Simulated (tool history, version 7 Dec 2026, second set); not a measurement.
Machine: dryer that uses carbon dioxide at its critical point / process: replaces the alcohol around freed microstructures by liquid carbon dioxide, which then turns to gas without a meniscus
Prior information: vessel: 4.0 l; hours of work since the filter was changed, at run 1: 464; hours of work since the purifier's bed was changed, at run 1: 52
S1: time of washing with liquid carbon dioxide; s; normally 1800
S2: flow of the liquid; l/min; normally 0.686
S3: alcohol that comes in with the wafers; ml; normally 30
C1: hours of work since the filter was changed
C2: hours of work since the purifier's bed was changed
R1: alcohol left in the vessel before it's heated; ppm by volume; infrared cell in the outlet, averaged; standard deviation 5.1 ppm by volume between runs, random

{"run": 1, "hour": 0.0, "S1": 1800, "S2": 0.686, "S3": 30, "C1": 464, "C2": 52, "R1": 110}
{"run": 2, "hour": 5.7, "S1": 1800, "S2": 0.686, "S3": 30, "C1": 467, "C2": 55, "R1": 131}
{"run": 3, "hour": 13.9, "S1": 1800, "S2": 0.633, "S3": 30, "C1": 472, "C2": 59, "R1": 165}
{"run": 4, "hour": 22.2, "S1": 1800, "S2": 0.633, "S3": 30, "C1": 476, "C2": 64, "R1": 160}
{"run": 5, "hour": 26.8, "S1": 1800, "S2": 0.633, "S3": 30, "C1": 479, "C2": 67, "R1": 165}
{"run": 6, "hour": 34.5, "S1": 1800, "S2": 0.633, "S3": 30, "C1": 483, "C2": 71, "R1": 167}
{"run": 7, "hour": 40.4, "S1": 1260, "S2": 0.633, "S3": 30, "C1": 487, "C2": 74, "R1": 515}
{"run": 8, "hour": 45.0, "S1": 2520, "S2": 0.633, "S3": 30, "C1": 489, "C2": 77, "R1": 50}
{"run": 9, "hour": 50.9, "S1": 2520, "S2": 0.633, "S3": 30, "C1": 493, "C2": 80, "R1": 41}
{"hour": 53.7, "done": "inlet filter changed"}
{"run": 10, "hour": 61.0, "S1": 1260, "S2": 0.959, "S3": 30, "C1": 4, "C2": 86, "R1": 91}
{"run": 11, "hour": 69.9, "S1": 1140, "S2": 0.808, "S3": 25, "C1": 9, "C2": 91, "R1": 203}
{"run": 12, "hour": 76.6, "S1": 1980, "S2": 0.542, "S3": 25, "C1": 13, "C2": 94, "R1": 120}
{"run": 13, "hour": 84.8, "S1": 2040, "S2": 0.769, "S3": 100, "C1": 18, "C2": 99, "R1": 90}
{"run": 14, "hour": 89.5, "S1": 1740, "S2": 0.716, "S3": 40, "C1": 20, "C2": 102, "R1": 108}
{"run": 15, "hour": 94.6, "S1": 2460, "S2": 0.864, "S3": 31, "C1": 23, "C2": 105, "R1": 19}
{"run": 16, "hour": 101.0, "S1": 2220, "S2": 0.668, "S3": 78, "C1": 27, "C2": 108, "R1": 91}

A few steps of R1 between consecutive runs. Split each: what settings, incoming material and random variation would produce without the hidden state, and what is left over for the hidden state, along with gauge scatter present in only one of the two compared results (measured, and without hidden state):
Hidden state at play: flow that reaches the vessel past the clogged filter, %; alcohol in the recycled carbon dioxide, ppm; drift of the gauge itself on alcohol_ppm, %.
Run 7 -> 8: S1 1260 -> 2520. R1 -465 ppm by volume: hidden state -127, all else -338.

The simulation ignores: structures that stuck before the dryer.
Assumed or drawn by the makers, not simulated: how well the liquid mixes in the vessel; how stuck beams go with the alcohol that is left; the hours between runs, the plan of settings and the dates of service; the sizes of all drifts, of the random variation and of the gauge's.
